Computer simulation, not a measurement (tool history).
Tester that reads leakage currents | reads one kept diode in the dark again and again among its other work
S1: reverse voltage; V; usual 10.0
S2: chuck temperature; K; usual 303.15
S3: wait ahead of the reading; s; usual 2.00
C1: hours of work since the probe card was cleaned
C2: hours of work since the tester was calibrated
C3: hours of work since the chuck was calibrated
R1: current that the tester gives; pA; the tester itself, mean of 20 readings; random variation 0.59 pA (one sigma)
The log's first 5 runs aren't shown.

run      day    S1      S2    S3    C1    C2    C3       R1
  6   21.079   3.9  303.15  2.00  2354  2232  1252   120.84
  7   25.692   3.9  303.15  2.00  2412  2290  1310   121.41
  8   29.600  10.0  303.15  1.42  2461  2339  1359   212.74
  9   34.221  10.0  303.15  2.00  2518  2397  1417   211.71
 10   37.258  10.0  303.15  8.47  2556  2435  1455   211.24
 11   42.379  10.0  303.15  8.47  2621  2499  1519   212.47
 12   45.688  10.0  303.15  2.87  2662  2540  1560   213.19
 13   51.012   3.9  303.15  2.00  2729  2607  1627   123.35
 14   56.125  10.0  303.15  2.00  2793  2671  1691   214.34
 15   61.788  10.0  303.15  2.00  2864  2742  1762   216.32
      66.321  -- probe card cleaned and baked
 16   67.012  10.0  303.15  2.00     9  2806  1826   205.48
 17   72.875  10.0  295.15  2.00    82  2879  1899   112.03
      75.075  -- chuck's temperature calibrated
 18   77.950  10.0  295.15  2.00   145  2942    36   105.67
      83.162  -- tester calibrated
 19   83.804  10.0  303.15  2.00   217     8   108   197.33
 20   87.421  10.0  303.15  2.00   262    53   154   196.91
 21   92.629   1.4  319.15  1.30   327   119   219   203.53
 22   95.746   1.4  303.15  0.50   366   158   258    64.51
 23  101.133  18.7  330.15  1.31   434   225   325  1889.41
     104.242  -- tester calibrated, once more
 24  104.438  18.7  297.15  0.35   474     2   366   190.90
 25  107.242   3.6  297.15  0.35   509    38   401    72.12
 26  112.642   3.6  297.15  0.35   577   105   468    72.21
 27  118.017   1.1  310.15  4.93   644   173   536    95.74
 28  121.262   1.1  310.15  4.93   685   213   576    95.81
 29  125.429  10.0  303.15  9.10   737   265   629   204.20

Forecast run 30:
 30  129.929  4.0  304.15  0.59  793  322  685   ?

Run 30 gave R1 131.40 pA.
Without the tool's hidden state the same run would have given R1 126.15 pA.
